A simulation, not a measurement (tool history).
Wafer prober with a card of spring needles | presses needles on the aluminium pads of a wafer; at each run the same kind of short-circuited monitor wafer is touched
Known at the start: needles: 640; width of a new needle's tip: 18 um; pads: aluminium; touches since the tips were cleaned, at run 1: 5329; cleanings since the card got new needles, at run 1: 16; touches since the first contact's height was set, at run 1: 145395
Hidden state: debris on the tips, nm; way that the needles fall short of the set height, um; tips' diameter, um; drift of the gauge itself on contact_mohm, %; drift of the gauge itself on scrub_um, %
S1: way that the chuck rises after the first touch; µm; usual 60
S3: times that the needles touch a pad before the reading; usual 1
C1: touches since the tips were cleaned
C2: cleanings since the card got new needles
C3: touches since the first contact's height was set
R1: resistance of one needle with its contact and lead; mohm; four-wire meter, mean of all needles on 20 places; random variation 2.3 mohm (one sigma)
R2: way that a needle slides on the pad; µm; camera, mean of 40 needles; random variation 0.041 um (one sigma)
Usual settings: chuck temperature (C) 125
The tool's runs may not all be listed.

{"run": 1, "day": 0.0, "S1": 60, "chuck temperature (C)": 125, "S3": 1, "C1": 5329, "C2": 16, "C3": 145395, "R1": 364, "R2": 13.04}
{"day": 0.242, "done": "tips cleaned on abrasive film"}
{"day": 0.875, "done": "tips cleaned on abrasive film"}
{"day": 1.508, "done": "tips cleaned on abrasive film"}
{"day": 2.162, "done": "tips cleaned on abrasive film"}
{"run": 2, "day": 2.329, "S1": 60, "chuck temperature (C)": 77, "S3": 1, "C1": 2457, "C2": 20, "C3": 179162, "R1": 328, "R2": 12.98}
{"day": 2.708, "done": "tips cleaned on abrasive film"}
{"day": 3.358, "done": "tips cleaned on abrasive film"}
{"run": 3, "day": 3.5, "S1": 60, "chuck temperature (C)": 77, "S3": 2, "C1": 2070, "C2": 22, "C3": 196125, "R1": 280, "R2": 13.02}
{"day": 3.996, "done": "tips cleaned on abrasive film"}
{"day": 4.625, "done": "tips cleaned on abrasive film"}
{"day": 5.267, "done": "tips cleaned on abrasive film"}
{"run": 4, "day": 5.65, "S1": 60, "chuck temperature (C)": 125, "S3": 1, "C1": 5583, "C2": 25, "C3": 227329, "R1": 377, "R2": 13.04}
{"day": 5.917, "done": "tips cleaned on abrasive film"}
{"day": 5.929, "done": "height of the first contact set anew"}
{"day": 6.575, "done": "tips cleaned on abrasive film"}
{"run": 5, "day": 6.942, "S1": 41, "chuck temperature (C)": 125, "S3": 1, "C1": 5377, "C2": 27, "C3": 14736, "R1": 490, "R2": 9.01}
{"day": 7.204, "done": "tips cleaned on abrasive film"}
{"day": 7.838, "done": "tips cleaned on abrasive film"}
{"day": 8.362, "done": "tips cleaned on abrasive film"}
{"run": 6, "day": 8.725, "S1": 60, "chuck temperature (C)": 29, "S3": 1, "C1": 5297, "C2": 30, "C3": 40601, "R1": 366, "R2": 13.32}
{"day": 8.983, "done": "tips cleaned on abrasive film"}
{"day": 9.375, "done": "tips cleaned on abrasive film, once more"}
{"day": 10.017, "done": "tips cleaned on abrasive film"}
{"run": 7, "day": 10.025, "S1": 60, "chuck temperature (C)": 29, "S3": 1, "C1": 143, "C2": 33, "C3": 59375, "R1": 245, "R2": 13.17}
{"day": 10.654, "done": "tips cleaned on abrasive film"}
{"day": 11.179, "done": "tips cleaned on abrasive film"}
{"run": 8, "day": 11.25, "S1": 60, "chuck temperature (C)": 125, "S3": 1, "C1": 1049, "C2": 35, "C3": 77118, "R1": 295, "R2": 13.2}
{"day": 11.754, "done": "tips cleaned on abrasive film"}
{"day": 12.35, "done": "tips cleaned on abrasive film"}
{"run": 9, "day": 12.454, "S1": 60, "chuck temperature (C)": 125, "S3": 1, "C1": 1514, "C2": 37, "C3": 94602, "R1": 307, "R2": 13.24}
{"day": 12.979, "done": "tips cleaned on abrasive film"}
{"day": 13.604, "done": "tips cleaned on abrasive film"}
{"day": 14.217, "done": "tips cleaned on abrasive film"}
{"run": 10, "day": 14.467, "S1": 60, "chuck temperature (C)": 125, "S3": 1, "C1": 3639, "C2": 40, "C3": 123792, "R1": 361, "R2": 13.17}
{"day": 14.862, "done": "tips cleaned on abrasive film"}
{"day": 15.508, "done": "tips cleaned on abrasive film"}
{"run": 11, "day": 16.017, "S1": 60, "chuck temperature (C)": 125, "S3": 1, "C1": 7430, "C2": 42, "C3": 146291, "R1": 389, "R2": 13.08}
{"day": 16.15, "done": "tips cleaned on abrasive film"}
{"day": 16.762, "done": "tips cleaned on abrasive film"}
{"run": 12, "day": 17.167, "S1": 60, "chuck temperature (C)": 125, "S3": 1, "C1": 5867, "C2": 44, "C3": 162915, "R1": 375, "R2": 13.07}
{"day": 17.3, "done": "tips cleaned on abrasive film"}
{"day": 17.95, "done": "tips cleaned on abrasive film"}
{"day": 18.475, "done": "tips cleaned on abrasive film"}
{"day": 19.0, "done": "tips cleaned on abrasive film"}
{"run": 13, "day": 19.179, "S1": 60, "chuck temperature (C)": 125, "S3": 1, "C1": 2623, "C2": 48, "C3": 192071, "R1": 339, "R2": 13.08}
{"day": 19.575, "done": "tips cleaned on abrasive film"}
{"day": 20.217, "done": "tips cleaned on abrasive film"}
{"run": 14, "day": 20.738, "S1": 70, "chuck temperature (C)": 125, "S3": 1, "C1": 7570, "C2": 50, "C3": 214674, "R1": 360, "R2": 15.32}
{"day": 20.871, "done": "tips cleaned on abrasive film"}
{"day": 21.5, "done": "tips cleaned on abrasive film"}
{"day": 21.771, "done": "height of the first contact set anew"}
{"day": 22.167, "done": "tips cleaned on abrasive film"}
{"run": 15, "day": 22.246, "S1": 70, "chuck temperature (C)": 125, "S3": 1, "C1": 1155, "C2": 53, "C3": 6854, "R1": 281, "R2": 15.56}
{"day": 22.771, "done": "tips cleaned on abrasive film"}
{"day": 23.421, "done": "tips cleaned on abrasive film"}
{"day": 23.946, "done": "tips cleaned on abrasive film"}
{"day": 24.504, "done": "tips cleaned on abrasive film"}
{"run": 16, "day": 24.504, "S1": 59, "chuck temperature (C)": 125, "S3": 3, "C1": 0, "C2": 57, "C3": 39551, "R1": 259, "R2": 13.02}
{"day": 25.154, "done": "tips cleaned on abrasive film"}
{"day": 25.788, "done": "tips cleaned on abrasive film"}
{"day": 26.312, "done": "tips cleaned on abrasive film"}
{"day": 26.967, "done": "tips cleaned on abrasive film"}
{"run": 17, "day": 27.075, "S1": 59, "chuck temperature (C)": 125, "S3": 3, "C1": 1600, "C2": 61, "C3": 76882, "R1": 278, "R2": 13.07}
{"day": 27.596, "done": "tips cleaned on abrasive film"}
{"day": 28.242, "done": "tips cleaned on abrasive film"}
{"day": 28.875, "done": "tips cleaned on abrasive film"}
{"run": 18, "day": 29.288, "S1": 59, "chuck temperature (C)": 125, "S3": 3, "C1": 6025, "C2": 64, "C3": 108986, "R1": 302, "R2": 13.0}
{"day": 29.404, "done": "tips cleaned on abrasive film"}
{"day": 30.05, "done": "tips cleaned on abrasive film"}
{"day": 30.575, "done": "tips cleaned on abrasive film"}
{"day": 31.196, "done": "tips cleaned on abrasive film"}
{"run": 19, "day": 31.196, "S1": 59, "chuck temperature (C)": 125, "S3": 3, "C1": 0, "C2": 68, "C3": 136585, "R1": 255, "R2": 12.86}
{"day": 31.85, "done": "tips cleaned on abrasive film"}
{"day": 32.504, "done": "tips cleaned on abrasive film"}
{"day": 33.029, "done": "tips cleaned on abrasive film"}
{"run": 20, "day": 33.338, "S1": 60, "chuck temperature (C)": 125, "S3": 3, "C1": 4516, "C2": 71, "C3": 167669, "R1": 294, "R2": 13.12}
{"day": 33.6, "done": "tips cleaned on abrasive film"}
{"day": 34.254, "done": "tips cleaned on abrasive film"}
{"run": 21, "day": 34.467, "S1": 60, "chuck temperature (C)": 114, "S3": 2, "C1": 3089, "C2": 73, "C3": 184014, "R1": 304, "R2": 13.19}
{"day": 34.858, "done": "tips cleaned on abrasive film"}
{"day": 35.483, "done": "tips cleaned on abrasive film"}
{"run": 22, "day": 35.738, "S1": 56, "chuck temperature (C)": 125, "S3": 1, "C1": 3731, "C2": 75, "C3": 202469, "R1": 368, "R2": 12.21}
{"day": 36.133, "done": "tips cleaned on abrasive film"}
{"day": 36.658, "done": "tips cleaned on abrasive film"}
{"day": 37.312, "done": "tips cleaned on abrasive film"}
{"run": 23, "day": 37.325, "S1": 60, "chuck temperature (C)": 125, "S3": 2, "C1": 144, "C2": 78, "C3": 225413, "R1": 265, "R2": 13.09}
{"day": 37.725, "done": "height of the first contact set anew"}
{"day": 37.979, "done": "tips cleaned on abrasive film"}
{"day": 38.617, "done": "tips cleaned on abrasive film"}
{"day": 39.246, "done": "tips cleaned on abrasive film"}
{"day": 39.862, "done": "tips cleaned on abrasive film"}
{"run": 24, "day": 39.862, "S1": 76, "chuck temperature (C)": 125, "S3": 2, "C1": 0, "C2": 82, "C3": 30956, "R1": 253, "R2": 16.79}
{"day": 40.475, "done": "tips cleaned on abrasive film"}
{"day": 41.0, "done": "tips cleaned on abrasive film"}
{"day": 41.654, "done": "tips cleaned on abrasive film"}
{"run": 25, "day": 41.671, "S1": 76, "chuck temperature (C)": 125, "S3": 2, "C1": 267, "C2": 85, "C3": 57150, "R1": 261, "R2": 16.84}
{"day": 42.296, "done": "tips cleaned on abrasive film"}
{"day": 42.933, "done": "tips cleaned on abrasive film"}
{"day": 43.567, "done": "tips cleaned on abrasive film"}
{"day": 44.217, "done": "tips cleaned on abrasive film"}
{"run": 26, "day": 44.217, "S1": 76, "chuck temperature (C)": 125, "S3": 2, "C1": 0, "C2": 89, "C3": 94034, "R1": 255, "R2": 16.73}
{"day": 44.829, "done": "tips cleaned on abrasive film"}
{"day": 45.462, "done": "tips cleaned on abrasive film"}
{"day": 46.096, "done": "tips cleaned on abrasive film"}
{"run": 27, "day": 46.396, "S1": 76, "chuck temperature (C)": 97, "S3": 2, "C1": 4395, "C2": 92, "C3": 125694, "R1": 295, "R2": 16.64}
{"day": 46.646, "done": "tips cleaned on abrasive film"}
{"day": 47.254, "done": "tips cleaned on abrasive film"}
{"day": 47.912, "done": "tips cleaned on abrasive film"}
{"day": 48.567, "done": "tips cleaned on abrasive film"}
{"run": 28, "day": 48.662, "S1": 44, "chuck temperature (C)": 97, "S3": 1, "C1": 1440, "C2": 96, "C3": 158551, "R1": 371, "R2": 9.62}
{"day": 49.175, "done": "tips cleaned on abrasive film"}
{"day": 49.829, "done": "tips cleaned on abrasive film"}
{"run": 29, "day": 49.979, "S1": 60, "chuck temperature (C)": 74, "S3": 2, "C1": 2174, "C2": 98, "C3": 177596, "R1": 292, "R2": 13.03}

3 ways to go on from here, each from the tool as it stands after run 29. What would each give?
{"day": 50.458, "done": "tips cleaned on abrasive film"}
{"day": 51.062, "done": "tips cleaned on abrasive film"}
{"day": 51.588, "done": "tips cleaned on abrasive film"}
{"run": "A", "day": 51.983, "S1": 60, "chuck temperature (C)": 125, "S3": 1, "C1": 5745, "C2": 101, "C3": 206677, "R1": "?", "R2": "?"}
{"day": 50.458, "done": "tips cleaned on abrasive film"}
{"day": 51.062, "done": "tips cleaned on abrasive film"}
{"day": 51.588, "done": "tips cleaned on abrasive film"}
{"run": "B", "day": 51.983, "S1": 70, "chuck temperature (C)": 125, "S3": 1, "C1": 5745, "C2": 101, "C3": 206677, "R1": "?", "R2": "?"}
{"day": 50.458, "done": "tips cleaned on abrasive film"}
{"day": 51.062, "done": "tips cleaned on abrasive film"}
{"day": 51.588, "done": "tips cleaned on abrasive film"}
{"run": "C", "day": 51.983, "S1": 60, "chuck temperature (C)": 125, "S3": 1, "C1": 5745, "C2": 101, "C3": 206677, "R1": "?", "R2": "?"}

run=A R1=388 R2=13.01
run=B R1=355 R2=15.27
run=C R1=394 R2=13.05
Without the tool's hidden state the same runs would have given:
run=A R1=252 R2=13.24
run=B R1=251 R2=15.51
run=C R1=256 R2=13.29

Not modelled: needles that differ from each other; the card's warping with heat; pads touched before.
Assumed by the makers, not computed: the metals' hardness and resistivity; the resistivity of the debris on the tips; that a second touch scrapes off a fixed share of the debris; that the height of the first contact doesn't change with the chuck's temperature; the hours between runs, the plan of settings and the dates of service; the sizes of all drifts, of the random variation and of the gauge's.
